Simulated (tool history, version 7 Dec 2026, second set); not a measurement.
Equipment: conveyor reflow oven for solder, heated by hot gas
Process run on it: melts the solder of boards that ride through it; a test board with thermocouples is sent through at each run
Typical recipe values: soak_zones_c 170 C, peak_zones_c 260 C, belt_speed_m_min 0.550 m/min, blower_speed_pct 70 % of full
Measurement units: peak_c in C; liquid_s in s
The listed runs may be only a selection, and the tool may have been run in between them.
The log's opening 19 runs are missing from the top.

run	hour	soak_zones_c	peak_zones_c	belt_speed_m_min	blower_speed_pct	peak_c	liquid_s
20	352.6	167	257	0.550	60	236.8	38.8
21	365.7	173	257	0.534	60	239.8	44.7
22	381.0	173	257	0.534	60	238.9	45.9
23	405.2	170	265	0.550	70	247.2	52.0
24	419.0	162	260	0.585	56	234.4	30.2
25	433.1	162	260	0.585	56	234.0	29.3
26	445.5	157	260	0.585	83	241.7	40.1
27	469.2	173	260	0.550	57	238.9	43.2
28	491.5	177	251	0.550	62	235.0	40.6
29	513.5	177	251	0.550	62	234.3	38.8
30	537.3	177	251	0.515	79	239.7	53.3

Alternative continuations, all from the tool just after run 30; predict every row:
A	550.3	170	260	0.550	70	?	?
B	550.3	170	260	0.550	82	?	?
C	550.3	166	254	0.554	70	?	?
D	550.3	170	265	0.523	70	?	?

run	peak_c	liquid_s
A	242.0	47.2
B	245.3	51.8
C	236.2	38.7
D	247.9	56.4
Stripped of hidden state, with their random variation kept, the same runs would have yielded:
run	peak_c	liquid_s
A	243.3	48.5
B	246.7	53.1
C	237.6	40.5
D	249.2	57.4
